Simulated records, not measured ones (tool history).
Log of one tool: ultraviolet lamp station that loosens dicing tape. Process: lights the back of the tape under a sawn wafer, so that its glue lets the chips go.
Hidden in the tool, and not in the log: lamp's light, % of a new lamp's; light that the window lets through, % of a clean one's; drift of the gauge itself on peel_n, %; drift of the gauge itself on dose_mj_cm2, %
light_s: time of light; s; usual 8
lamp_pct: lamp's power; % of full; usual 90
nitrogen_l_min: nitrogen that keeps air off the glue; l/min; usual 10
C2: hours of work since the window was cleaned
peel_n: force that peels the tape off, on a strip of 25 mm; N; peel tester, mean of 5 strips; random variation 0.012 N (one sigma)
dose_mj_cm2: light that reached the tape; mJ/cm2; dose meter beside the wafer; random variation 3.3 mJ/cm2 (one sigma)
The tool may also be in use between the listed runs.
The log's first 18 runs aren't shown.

run 19 hour=394.1 | light_s=8 lamp_pct=90 nitrogen_l_min=11 | hours_of_work_of_the_lamp=623 C2=428 | peel_n=0.69 dose_mj_cm2=434
run 20 hour=418.7 | light_s=8 lamp_pct=90 nitrogen_l_min=11 | hours_of_work_of_the_lamp=634 C2=439 | peel_n=0.678 dose_mj_cm2=431
run 21 hour=431.3 | light_s=8 lamp_pct=90 nitrogen_l_min=11 | hours_of_work_of_the_lamp=640 C2=445 | peel_n=0.696 dose_mj_cm2=432
run 22 hour=453.6 | light_s=8 lamp_pct=90 nitrogen_l_min=10 | hours_of_work_of_the_lamp=651 C2=456 | peel_n=0.71 dose_mj_cm2=425
run 23 hour=466.2 | light_s=8 lamp_pct=90 nitrogen_l_min=10 | hours_of_work_of_the_lamp=657 C2=462 | peel_n=0.725 dose_mj_cm2=427
run 24 hour=491.4 | light_s=8 lamp_pct=90 nitrogen_l_min=10 | hours_of_work_of_the_lamp=669 C2=474 | peel_n=0.76 dose_mj_cm2=426
run 25 hour=507.4 | light_s=8 lamp_pct=90 nitrogen_l_min=10 | hours_of_work_of_the_lamp=677 C2=482 | peel_n=0.766 dose_mj_cm2=427
run 26 hour=536.9 | light_s=6 lamp_pct=70 nitrogen_l_min=10 | hours_of_work_of_the_lamp=691 C2=496 | peel_n=1.608 dose_mj_cm2=242
run 27 hour=555.9 | light_s=13 lamp_pct=75 nitrogen_l_min=10 | hours_of_work_of_the_lamp=700 C2=505 | peel_n=0.444 dose_mj_cm2=568
run 28 hour=573 | light_s=13 lamp_pct=75 nitrogen_l_min=10 | hours_of_work_of_the_lamp=708 C2=513 | peel_n=0.474 dose_mj_cm2=571
run 29 hour=598.7 | light_s=9 lamp_pct=70 nitrogen_l_min=14 | hours_of_work_of_the_lamp=720 C2=525 | peel_n=0.771 dose_mj_cm2=371
run 30 hour=617.8 | light_s=8 lamp_pct=81 nitrogen_l_min=15 | hours_of_work_of_the_lamp=730 C2=534 | peel_n=0.746 dose_mj_cm2=372
run 31 hour=641 | light_s=8 lamp_pct=81 nitrogen_l_min=15 | hours_of_work_of_the_lamp=741 C2=546 | peel_n=0.73 dose_mj_cm2=382
-- hour=658.6 window cleaned of glue's vapour
run 32 hour=661.3 | light_s=8 lamp_pct=81 nitrogen_l_min=15 | hours_of_work_of_the_lamp=750 C2=1 | peel_n=0.663 dose_mj_cm2=396
run 33 hour=684 | light_s=14 lamp_pct=84 nitrogen_l_min=19 | hours_of_work_of_the_lamp=761 C2=12 | peel_n=0.261 dose_mj_cm2=726
run 34 hour=711.3 | light_s=6 lamp_pct=72 nitrogen_l_min=8 | hours_of_work_of_the_lamp=774 C2=25 | peel_n=1.732 dose_mj_cm2=263
run 35 hour=737.5 | light_s=8 lamp_pct=66 nitrogen_l_min=4 | hours_of_work_of_the_lamp=787 C2=38 | peel_n=1.822 dose_mj_cm2=317
run 36 hour=758.3 | light_s=10 lamp_pct=74 nitrogen_l_min=11 | hours_of_work_of_the_lamp=797 C2=48 | peel_n=0.64 dose_mj_cm2=449
run 37 hour=776.4 | light_s=8 lamp_pct=90 nitrogen_l_min=3 | hours_of_work_of_the_lamp=805 C2=56 | peel_n=1.496 dose_mj_cm2=429
run 38 hour=797 | light_s=8 lamp_pct=90 nitrogen_l_min=3 | hours_of_work_of_the_lamp=815 C2=66 | peel_n=1.459 dose_mj_cm2=434
run 39 hour=817.1 | light_s=8 lamp_pct=90 nitrogen_l_min=3 | hours_of_work_of_the_lamp=825 C2=76 | peel_n=1.499 dose_mj_cm2=433
run 40 hour=842.5 | light_s=7 lamp_pct=72 nitrogen_l_min=9 | hours_of_work_of_the_lamp=837 C2=88 | peel_n=1.281 dose_mj_cm2=299
run 41 hour=867.7 | light_s=9 lamp_pct=96 nitrogen_l_min=12 | hours_of_work_of_the_lamp=849 C2=100 | peel_n=0.502 dose_mj_cm2=513
run 42 hour=891.7 | light_s=8 lamp_pct=75 nitrogen_l_min=12 | hours_of_work_of_the_lamp=860 C2=111 | peel_n=0.89 dose_mj_cm2=356
run 43 hour=916.8 | light_s=8 lamp_pct=75 nitrogen_l_min=12 | hours_of_work_of_the_lamp=872 C2=123 | peel_n=0.841 dose_mj_cm2=357

Forecast each of these 5 alternatives for the next run:
run A hour=932.1 | light_s=4 lamp_pct=64 nitrogen_l_min=13 | hours_of_work_of_the_lamp=880 C2=131 | peel_n=? dose_mj_cm2=?
run B hour=932.1 | light_s=5 lamp_pct=85 nitrogen_l_min=13 | hours_of_work_of_the_lamp=880 C2=131 | peel_n=? dose_mj_cm2=?
run C hour=932.1 | light_s=8 lamp_pct=67 nitrogen_l_min=5 | hours_of_work_of_the_lamp=880 C2=131 | peel_n=? dose_mj_cm2=?
run D hour=932.1 | light_s=11 lamp_pct=90 nitrogen_l_min=6 | hours_of_work_of_the_lamp=880 C2=131 | peel_n=? dose_mj_cm2=?
run E hour=932.1 | light_s=8 lamp_pct=68 nitrogen_l_min=12 | hours_of_work_of_the_lamp=880 C2=131 | peel_n=? dose_mj_cm2=?

run=A peel_n=2.368 dose_mj_cm2=151
run=B peel_n=1.389 dose_mj_cm2=249
run=C peel_n=1.744 dose_mj_cm2=318
run=D peel_n=0.629 dose_mj_cm2=587
run=E peel_n=1.013 dose_mj_cm2=328
Without the tool's hidden state the same runs would have given:
run=A peel_n=2 dose_mj_cm2=183
run=B peel_n=1.073 dose_mj_cm2=301
run=C peel_n=1.386 dose_mj_cm2=385
run=D peel_n=0.461 dose_mj_cm2=711
run=E peel_n=0.757 dose_mj_cm2=396
